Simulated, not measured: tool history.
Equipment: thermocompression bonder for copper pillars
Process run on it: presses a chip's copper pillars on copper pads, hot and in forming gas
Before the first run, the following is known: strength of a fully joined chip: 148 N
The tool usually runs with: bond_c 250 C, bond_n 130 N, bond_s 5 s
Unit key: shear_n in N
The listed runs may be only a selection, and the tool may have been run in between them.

run,hour,bond_c,bond_n,bond_s,shear_n
1,0,250,130,5,89.2
2,37.3,250,130,3,75.4
3,57.9,250,130,3,75.5
# hour 83.2: forming gas filter changed
4,87,250,130,3,77.1
5,116.1,250,130,3,77.1
6,140.4,250,100,5,70.7
7,168.4,250,130,5,89.5
8,208.9,250,138,5,93.9
9,246.7,250,138,5,93.2
10,286.4,250,102,3,59.6
11,305.3,250,102,3,58.4
12,341.6,250,102,3,59.2
13,362.9,250,102,3,59.2
# hour 377.6: forming gas filter changed
14,409.1,250,173,12,130.1
15,443.5,250,164,6,111.6

Here are 3 independent what-if runs from the current tool condition. What would each one return?
A,488.5,251,164,13,?
B,488.5,250,79,12,?
C,488.5,250,130,8,?

run,shear_n
A,129.6
B,76
C,102
Had the tool no hidden state, the same runs would have come out as:
run,shear_n
A,129.7
B,76
C,102.1

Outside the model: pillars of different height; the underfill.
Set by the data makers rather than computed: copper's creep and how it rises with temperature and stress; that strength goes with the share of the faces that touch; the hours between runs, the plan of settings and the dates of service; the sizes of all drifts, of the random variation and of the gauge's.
